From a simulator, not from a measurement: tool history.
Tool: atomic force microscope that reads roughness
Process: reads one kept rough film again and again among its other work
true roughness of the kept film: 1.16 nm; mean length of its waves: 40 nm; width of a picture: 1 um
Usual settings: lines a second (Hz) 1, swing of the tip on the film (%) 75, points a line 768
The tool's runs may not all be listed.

run,hour,lines a second (Hz),swing of the tip on the film (%),points a line,roughness of the kept film (nm (root mean square))
1,0,1,75,768,1.098
2,9.1,1,75,768,1.106
3,26.5,1,75,768,1.094
4,45.2,1,75,768,1.099
5,57.1,1,75,768,1.097
6,66.7,1,75,768,1.105
7,83.4,1,83,768,1.081
8,105.8,1,83,768,1.077
9,122.7,1.87,75,768,1.069
10,143.4,1.11,75,768,1.1
11,161.2,1.11,75,768,1.095
12,171.3,1,75,455,1.098
13,181.3,2.88,75,768,1.033
14,191.7,2.88,75,768,1.028
15,201.1,2.88,75,768,1.031
16,210.9,2.88,75,768,1.034
17,228,2.88,75,768,1.036
18,247.9,2.88,75,768,1.035
19,257.3,2.88,75,768,1.027
20,273.6,2.88,75,768,1.034
21,289.2,2.88,75,768,1.032
22,303.9,2.88,75,768,1.033
23,323.3,0.81,75,969,1.104
24,339.8,0.81,75,969,1.111
25,357.7,1.15,75,768,1.095
26,374.7,0.55,75,768,1.112
27,389.5,2.66,88,768,0.956
28,401.8,0.89,75,601,1.11
29,422.1,0.89,86,446,1.081
30,433.1,0.89,86,446,1.083
31,451.3,1,68,768,1.114
32,466.8,1,68,768,1.113
33,482.4,1,68,768,1.113
34,501.2,0.8,65,811,1.12
35,515.8,0.94,75,989,1.108
36,534.2,0.94,75,755,1.102
37,546.3,1.42,59,755,1.122
38,566.7,1.42,59,755,1.12
39,579.4,1.89,77,515,1.057
40,596.4,1.89,77,515,1.056
41,606.4,1.89,75,443,1.066
42,628.6,1.82,75,903,1.067
43,647.3,3.42,75,400,1.009

Taken out of this log: 2 entries between the listed runs. Where each belongs, and how the hidden state differs across it:
Between runs 13 and 14: new tip fitted (hour 186)
  radius of the tip, nm: 5.9 -> 5
Between runs 34 and 35: new tip fitted (hour 504.4)
  radius of the tip, nm: 5.9 -> 5.1
